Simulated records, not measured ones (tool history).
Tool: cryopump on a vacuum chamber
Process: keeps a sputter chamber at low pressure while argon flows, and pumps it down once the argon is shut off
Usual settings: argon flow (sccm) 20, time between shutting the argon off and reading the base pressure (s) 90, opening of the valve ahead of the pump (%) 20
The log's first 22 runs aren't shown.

run   hour  argon flow (sccm)  time between shutting the argon off and reading the base pressure (s)  opening of the valve ahead of the pump (%)  pressure while argon flows (Pa)  pressure after the wait (uPa)
 23  335.4                  8                                                                     90                                          20                           0.0613                           2.90
 24  351.3                 39                                                                     90                                          24                           0.2495                           3.05
 25  367.0                 20                                                                     58                                          17                           0.1798                           3.45
 26  379.7                 20                                                                     58                                          17                           0.1781                           3.45
 27  393.1                 14                                                                     30                                          17                           0.1252                           4.08
 28  406.3                 14                                                                     30                                          17                           0.1262                           4.18
 29  421.8                 11                                                                     40                                          20                           0.0857                           3.88
 30  433.8                 19                                                                     86                                          51                           0.0593                           3.44
 31  450.5                 28                                                                    130                                          34                           0.1295                           3.31
 32  466.6                 28                                                                    130                                          34                           0.1305                           3.42
 33  479.3                 15                                                                     90                                          24                           0.0972                           3.51

Forecast each of these 4 alternatives for the next run:
  A  490.4                  8                                                                     65                                          21                                ?                              ?
  B  490.4                 20                                                                    243                                          19                                ?                              ?
  C  490.4                 23                                                                     52                                          24                                ?                              ?
  D  490.4                 19                                                                     90                                          20                                ?                              ?

run  pressure while argon flows (Pa)  pressure after the wait (uPa)
  A                           0.0603                           3.85
  B                           0.1638                           3.37
  C                           0.1505                           3.95
  D                           0.1483                           3.61
Without the tool's hidden state the same runs would have given:
run  pressure while argon flows (Pa)  pressure after the wait (uPa)
  A                           0.0583                           0.89
  B                           0.1589                           0.45
  C                           0.1449                           1.05
  D                           0.1437                           0.73

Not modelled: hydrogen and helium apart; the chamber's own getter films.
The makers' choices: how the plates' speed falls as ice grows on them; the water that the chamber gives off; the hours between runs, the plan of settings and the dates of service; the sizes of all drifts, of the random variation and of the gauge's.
